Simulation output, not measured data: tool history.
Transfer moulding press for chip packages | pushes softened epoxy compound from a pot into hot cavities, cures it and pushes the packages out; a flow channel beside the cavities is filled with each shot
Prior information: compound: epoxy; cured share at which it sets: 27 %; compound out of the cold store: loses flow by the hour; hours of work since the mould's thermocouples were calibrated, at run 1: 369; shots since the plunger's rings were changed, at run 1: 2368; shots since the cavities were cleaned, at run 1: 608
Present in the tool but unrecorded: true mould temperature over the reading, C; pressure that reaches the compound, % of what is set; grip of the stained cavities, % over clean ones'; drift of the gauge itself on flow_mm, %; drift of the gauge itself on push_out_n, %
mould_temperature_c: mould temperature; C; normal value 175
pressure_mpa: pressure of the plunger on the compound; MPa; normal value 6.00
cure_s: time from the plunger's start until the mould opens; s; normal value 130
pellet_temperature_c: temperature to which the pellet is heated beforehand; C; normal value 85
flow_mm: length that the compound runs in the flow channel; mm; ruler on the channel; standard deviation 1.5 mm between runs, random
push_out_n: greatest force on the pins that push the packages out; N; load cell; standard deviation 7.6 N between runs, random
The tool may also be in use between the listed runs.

run,hour,mould_temperature_c,pressure_mpa,cure_s,pellet_temperature_c,hours of work since the mould's thermocouples were calibrated,shots since the plunger's rings were changed,shots since the cavities were cleaned,incoming compound's hours out of the cold store,flow_mm,push_out_n
1,0.0,175,6.00,130,85,369,2368,608,18.5,532,560
2,15.2,175,6.00,130,85,379,2516,756,37.1,488,566
# hour 27.1: cavities cleaned with cleaning compound and waxed
3,29.4,175,6.00,130,85,388,2639,22,30.8,501,331
4,43.5,175,6.00,130,85,397,2776,159,33.5,495,398
5,59.3,175,6.00,130,85,408,2930,313,43.7,475,463
6,72.0,176,6.00,130,85,417,3053,436,36.1,484,481
7,89.4,176,6.00,130,85,429,3222,605,28.1,502,532
# hour 108.2: plunger's sealing rings changed
8,110.5,172,6.00,130,85,442,22,785,22.5,540,665
# hour 117.8: cavities cleaned with cleaning compound and waxed
9,130.3,172,6.00,130,85,455,201,122,10.4,571,479
10,139.3,172,6.00,130,85,461,288,209,33.8,517,486
11,148.9,173,6.00,130,87,467,382,303,42.4,495,476
12,157.1,169,6.43,150,82,473,461,382,20.5,568,534
# hour 160.6: mould's thermocouples calibrated
13,174.0,175,6.00,154,80,9,606,527,8.2,566,453
14,182.6,175,6.19,148,85,15,690,611,22.7,536,485
# hour 199.5: mould's thermocouples calibrated, once more
15,200.6,175,6.98,151,85,1,845,766,44.2,520,503
# hour 210.7: cavities cleaned with cleaning compound and waxed
16,220.3,175,6.00,128,78,13,1023,94,18.9,537,412
17,237.0,175,5.12,130,85,25,1185,256,44.3,444,445
18,252.6,175,5.12,130,85,36,1337,408,46.5,438,469

5 options for the next run, each taken on its own from the tool as it stands now. Forecast them:
A,265.4,175,6.00,125,93,44,1461,532,13.9,?,?
B,265.4,175,4.61,144,85,44,1461,532,37.6,?,?
C,265.4,175,5.47,121,85,44,1461,532,40.6,?,?
D,265.4,171,6.00,130,76,44,1461,532,39.7,?,?
E,265.4,175,6.28,133,94,44,1461,532,25.1,?,?

run,flow_mm,push_out_n
A,548,553
B,431,482
C,464,552
D,498,611
E,532,509
Without the tool's unlogged condition, the same runs would have read:
run,flow_mm,push_out_n
A,558,341
B,439,301
C,473,337
D,507,374
E,542,313
